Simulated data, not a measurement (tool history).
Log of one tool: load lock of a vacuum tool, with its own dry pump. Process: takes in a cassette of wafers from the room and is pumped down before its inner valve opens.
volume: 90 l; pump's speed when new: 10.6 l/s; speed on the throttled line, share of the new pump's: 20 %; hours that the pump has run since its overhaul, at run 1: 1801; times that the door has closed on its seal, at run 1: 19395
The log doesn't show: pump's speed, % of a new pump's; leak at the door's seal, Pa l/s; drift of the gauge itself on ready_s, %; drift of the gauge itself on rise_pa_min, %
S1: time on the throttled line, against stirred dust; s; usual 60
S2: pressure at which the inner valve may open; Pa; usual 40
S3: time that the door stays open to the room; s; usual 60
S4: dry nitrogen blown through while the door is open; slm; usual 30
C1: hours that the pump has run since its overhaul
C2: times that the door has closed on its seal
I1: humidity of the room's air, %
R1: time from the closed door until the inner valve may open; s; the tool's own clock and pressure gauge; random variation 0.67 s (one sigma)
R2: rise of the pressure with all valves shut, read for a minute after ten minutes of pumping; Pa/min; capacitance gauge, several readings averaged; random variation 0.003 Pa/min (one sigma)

run	day	S1	S2	S3	S4	C1	C2	I1	R1	R2
1	0	60	40	60	30	1801	19395	46.4	115	0.107
2	15.671	60	40	60	30	2177	20552	45.2	116.6	0.115
3	29.771	60	40	60	30	2515	21592	44	115.5	0.115
4	40.062	60	49	60	30	2762	22352	40.9	114.9	0.118
5	60.583	60	49	60	30	3255	23866	46.3	115.1	0.143
6	75.112	60	49	60	30	3603	24938	46	115.4	0.147
7	86.142	60	40	129	30	3868	25752	42.3	117.7	0.167
8	103.971	60	74	60	30	4296	27068	43.7	111.5	0.157
9	117.242	60	74	60	30	4614	28047	44.3	111.4	0.161
10	129.179	60	40	60	30	4901	28928	44	117.5	0.175
11	148.183	60	40	60	30	5357	30331	48.3	118.9	0.189
12	170.096	60	40	60	30	5883	31948	47.2	117.9	0.203
13	192.292	60	40	60	30	6416	33586	46.5	118.1	0.213
14	212.604	37	67	36	7	6903	35085	43.2	95.5	0.231
15	225.025	37	67	36	7	7201	36002	43.3	96	0.239
16	236.862	37	67	36	7	7485	36875	43.2	95.6	0.248
17	258.404	37	67	36	7	8002	38465	43	97.4	0.259
# day 261.85: door's seal changed, seat wiped
18	268.458	60	40	60	37	8242	487	45.5	117.8	0.024
19	281.175	60	40	60	37	8547	1426	42.4	119.1	0.028
20	298.258	60	40	60	37	8957	2687	43	119.2	0.027
21	316.196	60	40	60	37	9388	4010	43	119.6	0.03
22	327.408	45	76	60	37	9657	4838	43.6	102.5	0.029

Run 23 comes next. What will it give?
23	337.633	36	78	223	7	9902	5593	41.6	?	?

Run 23 gave R1 94.5 s, R2 0.093 Pa/min.
Without the tool's hidden state the same run would have given R1 89.7 s, R2 0.078 Pa/min.
